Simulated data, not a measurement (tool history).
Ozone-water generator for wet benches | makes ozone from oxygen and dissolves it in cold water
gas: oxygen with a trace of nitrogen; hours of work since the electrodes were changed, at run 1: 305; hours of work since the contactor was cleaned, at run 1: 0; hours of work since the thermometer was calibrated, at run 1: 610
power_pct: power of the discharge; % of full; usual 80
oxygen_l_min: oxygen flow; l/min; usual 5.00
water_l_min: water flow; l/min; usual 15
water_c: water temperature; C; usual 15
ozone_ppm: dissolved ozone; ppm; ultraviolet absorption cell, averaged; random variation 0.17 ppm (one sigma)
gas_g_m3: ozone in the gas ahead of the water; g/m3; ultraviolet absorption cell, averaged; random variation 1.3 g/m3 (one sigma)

| run | hour | power_pct | oxygen_l_min | water_l_min | water_c | hours of work since the electrodes were changed | hours of work since the contactor was cleaned | hours of work since the thermometer was calibrated | ozone_ppm | gas_g_m3 |
|---|---|---|---|---|---|---|---|---|---|---|
| 1 | 0.0 | 80 | 5.00 | 15 | 15 | 305 | 0 | 610 | 23.5 | 240.5 |
| 2 | 41.3 | 80 | 5.00 | 15 | 15 | 343 | 38 | 647 | 23.8 | 240.3 |
| 3 | 89.1 | 80 | 5.00 | 15 | 15 | 386 | 81 | 691 | 23.3 | 240.6 |
| 4 | 114.2 | 45 | 5.00 | 15 | 15 | 409 | 104 | 714 | 17.4 | 174.5 |
| 5 | 159.1 | 80 | 5.00 | 15 | 15 | 450 | 145 | 755 | 23.5 | 238.2 |
| 6 | 209.0 | 80 | 5.00 | 15 | 15 | 496 | 191 | 800 | 23.4 | 240.8 |
| 7 | 254.8 | 80 | 5.00 | 15 | 15 | 537 | 232 | 842 | 23.7 | 237.1 |
| 8 | 288.9 | 42 | 5.00 | 15 | 15 | 568 | 263 | 873 | 16.5 | 168.4 |
| 9 | 328.8 | 42 | 5.00 | 15 | 15 | 605 | 300 | 909 | 16.6 | 168.8 |
| 10 | 375.4 | 80 | 5.00 | 15 | 15 | 647 | 342 | 952 | 23.5 | 237.8 |
| 11 | 428.4 | 80 | 5.00 | 15 | 15 | 696 | 390 | 1000 | 23.5 | 240.3 |
| 12 | 460.2 | 80 | 5.00 | 15 | 11 | 725 | 419 | 1029 | 24.5 | 236.9 |
| 13 | 486.0 | 80 | 5.00 | 15 | 11 | 748 | 443 | 1053 | 25.0 | 238.6 |
| 14 | 528.2 | 46 | 5.00 | 15 | 16 | 786 | 481 | 1091 | 16.8 | 177.1 |
| 15 | 578.4 | 48 | 3.69 | 15 | 15 | 832 | 527 | 1137 | 18.1 | 219.3 |
| 16 | 633.6 | 48 | 5.00 | 10 | 13 | 883 | 577 | 1187 | 26.3 | 180.5 |
| 17 | 678.0 | 80 | 5.00 | 15 | 14 | 923 | 618 | 1228 | 23.8 | 237.7 |
| 18 | 705.2 | 49 | 2.69 | 15 | 14 | 948 | 643 | 1252 | 18.7 | 269.8 |
| 19 | 738.7 | 49 | 2.51 | 10 | 16 | 978 | 673 | 1283 | 28.6 | 285.3 |
| 20 | 776.8 | 81 | 6.89 | 19 | 8 | 1013 | 708 | 1318 | 19.6 | 192.9 |
| 21 | 806.8 | 44 | 5.86 | 16 | 9 | 1040 | 735 | 1345 | 16.8 | 154.5 |
| 22 | 857.6 | 80 | 3.13 | 9 | 18 | 1087 | 782 | 1391 | 38.5 | 321.6 |
| 23 | 907.0 | 80 | 3.13 | 9 | 18 | 1132 | 827 | 1436 | 38.4 | 322.1 |
| 24 | 948.2 | 79 | 5.00 | 10 | 15 | 1169 | 864 | 1474 | 33.3 | 233.1 |
| 25 | 1010.0 | 79 | 5.00 | 10 | 15 | 1225 | 920 | 1530 | 33.6 | 232.9 |
| 26 | 1064.7 | 82 | 5.00 | 15 | 15 | 1275 | 970 | 1580 | 23.1 | 236.8 |

Forecast each of these 4 alternatives for the next run:
| A | 1090.2 | 80 | 2.97 | 15 | 9 | 1299 | 994 | 1603 | ? | ? |
| B | 1090.2 | 42 | 5.00 | 13 | 15 | 1299 | 994 | 1603 | ? | ? |
| C | 1090.2 | 87 | 6.30 | 14 | 15 | 1299 | 994 | 1603 | ? | ? |
| D | 1090.2 | 80 | 3.97 | 15 | 19 | 1299 | 994 | 1603 | ? | ? |

| run | ozone_ppm | gas_g_m3 |
|---|---|---|
| A | 25.7 | 333.3 |
| B | 18.5 | 165.7 |
| C | 24.8 | 211.1 |
| D | 22.3 | 274.5 |
Without the tool's hidden state the same runs would have given:
| run | ozone_ppm | gas_g_m3 |
|---|---|---|
| A | 26.7 | 340.0 |
| B | 19.1 | 167.9 |
| C | 25.8 | 215.5 |
| D | 23.2 | 280.0 |

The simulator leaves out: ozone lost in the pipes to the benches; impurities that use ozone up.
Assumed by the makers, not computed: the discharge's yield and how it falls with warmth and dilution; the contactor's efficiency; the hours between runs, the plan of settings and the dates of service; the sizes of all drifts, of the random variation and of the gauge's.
